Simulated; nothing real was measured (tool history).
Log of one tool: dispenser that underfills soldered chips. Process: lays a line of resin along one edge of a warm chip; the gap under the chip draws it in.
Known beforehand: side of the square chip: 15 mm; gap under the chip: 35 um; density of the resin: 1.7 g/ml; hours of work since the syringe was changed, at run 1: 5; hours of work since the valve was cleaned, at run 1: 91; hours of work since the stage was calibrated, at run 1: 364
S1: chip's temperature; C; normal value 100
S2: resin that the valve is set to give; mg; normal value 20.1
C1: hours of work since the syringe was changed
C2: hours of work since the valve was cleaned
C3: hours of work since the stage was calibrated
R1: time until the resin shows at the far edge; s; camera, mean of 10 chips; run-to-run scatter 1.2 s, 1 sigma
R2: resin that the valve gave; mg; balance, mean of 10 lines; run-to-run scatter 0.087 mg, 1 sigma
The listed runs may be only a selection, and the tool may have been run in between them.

run     day   S1    S2  C1   C2   C3     R1     R2
  1       0  100  20.1   5   91  364  152.3  19.04
  2   0.304  108  20.1  10   96  369  163.8   18.8
      0.417  -- new syringe of resin
  3   0.846  108  20.1   7  105  377  143.2  18.77
      1.138  -- dispensing valve cleaned and set on the balance
      1.188  -- new syringe of resin
  4   1.338  108  20.1   2    3  384    108  20.19
  5   1.704  108  20.1   8    9  390  153.1  19.91
      1.917  -- new syringe of resin
  6   2.054  108  20.1   2   14  396  107.7  19.91
  7   2.558  100  20.1  10   23  404  208.2  19.87
      2.638  -- new syringe of resin
  8     3.1  100  22.3   8   31  412  178.8  21.93
       3.35  -- new syringe of resin
  9   3.458  100  23.3   2   37  418  130.7  22.86
 10   3.867  100  23.3   8   43  425  189.9  22.76
      4.083  -- new syringe of resin
 11   4.258  100  23.3   3   50  431  134.2  22.55
 12   4.671  100  23.3  10   56  438  194.4   22.7
      4.796  -- new syringe of resin
 13   4.971  111  20.1   3   61  442    104  19.51
 14   5.442  111  20.1  11   69  450  163.4  19.45
        5.5  -- new syringe of resin
 15   5.867  111  20.1   6   75  457  123.3  19.21
 16   6.133  111  20.1  10   80  461  160.7   19.1
      6.233  -- new syringe of resin
 17   6.404  100  20.3   3   84  465  138.3  19.34
 18   6.717  112  21.6   8   89  470  133.5  20.62
      6.933  -- new syringe of resin
 19   7.175  112  21.6   4   96  477  108.3  20.45
      7.675  -- new syringe of resin
 20   7.721  112  21.6   1  105  486   88.3  20.44
      8.025  -- dispensing valve cleaned and set on the balance
 21   8.121   93  25.1   7    2  492  202.6  25.14
      8.438  -- new syringe of resin
      8.479  -- stage's temperature calibrated
 22   8.679   97  17.9   3   10    3  163.2  17.75
      9.208  -- new syringe of resin
 23   9.217   97  17.9   0   18   12  134.5  17.54
 24   9.788   96    25   9   28   21  225.9  24.54
      9.933  -- new syringe of resin
 25  10.229  103  23.8   5   34   28  142.5  23.43
     10.662  -- new syringe of resin
 26  10.779   93  17.7   2   43   37  163.6  17.24
 27  11.142   97  17.7   8   49   43    206  17.16
       11.4  -- new syringe of resin
 28  11.675   93  18.7   4   58   51    192  18.02
     12.104  -- new syringe of resin
 29  12.238   93  18.7   2   66   60  166.9  17.86
 30    12.6  106  24.3   8   72   66  159.3  23.18
     12.812  -- new syringe of resin
 31  13.112  105  21.1   5   80   74  134.6  20.04
 32  13.392  100  26.1   9   85   79  196.7  24.78
     13.558  -- new syringe of resin
 33  13.733  108  21.2   3   90   84  111.7  20.09
     14.271  -- new syringe of resin
 34  14.321  108  18.1   1  100   93  101.8  17.12

Alternative continuations, all from the tool just after run 34; predict every row:
     14.938  -- dispensing valve cleaned and set on the balance
  A  14.95   97  22.5  10   0  103   ?   ?
     14.938  -- dispensing valve cleaned and set on the balance
  B  14.95   95  24.5  10   0  103   ?   ?
     14.938  -- dispensing valve cleaned and set on the balance
  C  14.95  107  20.4  10   0  103   ?   ?
     14.938  -- dispensing valve cleaned and set on the balance
  D  14.95  100    23  10   0  103   ?   ?

run     R1     R2
  A  224.1   22.6
  B  239.5  24.54
  C  176.3  20.39
  D  203.5  22.94
What these runs would have given with no unlogged condition in the tool:
run     R1     R2
  A  126.1  22.58
  B  134.5  24.52
  C   99.1  20.36
  D  114.3  22.92
